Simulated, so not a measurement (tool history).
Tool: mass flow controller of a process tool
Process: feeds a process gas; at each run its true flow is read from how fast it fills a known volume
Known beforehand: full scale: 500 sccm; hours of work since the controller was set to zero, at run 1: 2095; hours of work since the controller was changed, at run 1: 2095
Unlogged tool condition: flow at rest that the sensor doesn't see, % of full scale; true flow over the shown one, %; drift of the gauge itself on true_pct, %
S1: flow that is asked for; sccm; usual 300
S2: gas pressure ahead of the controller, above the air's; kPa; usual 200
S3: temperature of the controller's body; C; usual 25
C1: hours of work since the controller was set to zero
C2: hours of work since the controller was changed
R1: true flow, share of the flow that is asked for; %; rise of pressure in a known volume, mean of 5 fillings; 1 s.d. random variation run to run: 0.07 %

run,hour,S1,S2,S3,C1,C2,R1
1,0.0,300,200,25,2095,2095,100.10
2,460.4,300,200,25,2351,2351,100.16
3,777.7,300,200,38,2528,2528,99.97
4,1215.4,300,200,38,2771,2771,100.22
5,1494.1,300,200,37,2926,2926,100.24
6,1793.1,300,200,37,3093,3093,100.30
7,2151.6,300,200,38,3292,3292,100.32
8,2612.6,300,200,31,3549,3549,100.61
9,3011.6,300,200,25,3771,3771,100.81
10,3458.8,300,200,25,4019,4019,100.91
11,3824.2,300,185,25,4223,4223,100.92
12,4272.0,300,190,25,4472,4472,101.11
13,4555.0,300,200,25,4629,4629,101.30
# hour 4588.9: controller's zero set anew
14,4835.2,300,145,25,137,4785,101.59
15,5211.1,300,200,35,346,4994,101.99
16,5626.1,300,200,25,577,5225,102.23
17,5912.2,300,200,25,736,5384,102.37
18,6147.6,300,199,25,867,5515,102.35
19,6409.3,300,199,25,1013,5660,102.40
20,6638.5,300,199,24,1140,5788,102.58
# hour 6668.7: controller's zero set anew, once more
21,6961.8,300,199,24,163,5967,100.57
22,7442.5,300,199,24,430,6235,100.72
23,7727.7,300,199,24,589,6393,100.82
24,7962.6,300,199,24,720,6524,100.94
25,8270.2,485,259,35,891,6695,101.90
26,8577.0,485,259,34,1062,6866,102.03
27,8906.0,485,269,29,1245,7049,102.20
28,9228.0,436,242,36,1424,7228,101.68
29,9453.5,436,242,36,1549,7353,101.85
30,9815.0,61,185,23,1750,7555,101.76
31,10138.4,61,185,23,1930,7734,102.01
32,10392.0,407,146,34,2071,7875,101.14
33,10759.7,407,146,34,2276,8080,101.42
34,11216.7,407,146,34,2530,8334,101.61
35,11460.8,407,146,34,2666,8470,101.57
36,11950.8,300,174,39,2938,8743,101.39
37,12202.4,300,205,25,3078,8883,101.96
38,12582.3,402,200,25,3290,9094,102.34
39,12971.5,109,200,32,3506,9310,102.57
40,13355.3,71,200,36,3720,9524,103.68
41,13675.5,300,238,36,3898,9702,102.40
42,14072.7,51,238,36,4119,9923,105.86
43,14375.1,74,154,29,4287,10091,104.07
44,14801.1,178,237,26,4524,10328,103.08
45,15212.5,58,200,26,4753,10557,106.07
46,15514.3,321,200,29,4921,10725,102.75
# hour 15655.4: controller's zero set anew
47,15803.1,73,255,25,82,10885,101.68
48,16290.4,261,147,24,353,11156,101.43

Below, some changes in R1 between adjacent runs. For each, the amount present without the hidden state too (settings, incoming material, random variation) and the amount remaining for the hidden state with gauge scatter not shared by both compared results:
Run 41 -> 42: S1 300 -> 51. R1 +3.46 %: hidden state +4.70, all else -1.24.
Run 44 -> 45: S1 178 -> 58, S2 237 -> 200. R1 +2.99 %: hidden state +3.90, all else -0.91.
Run 45 -> 46: S1 58 -> 321, S3 26 -> 29. R1 -3.32 %: hidden state -4.50, all else +1.18.
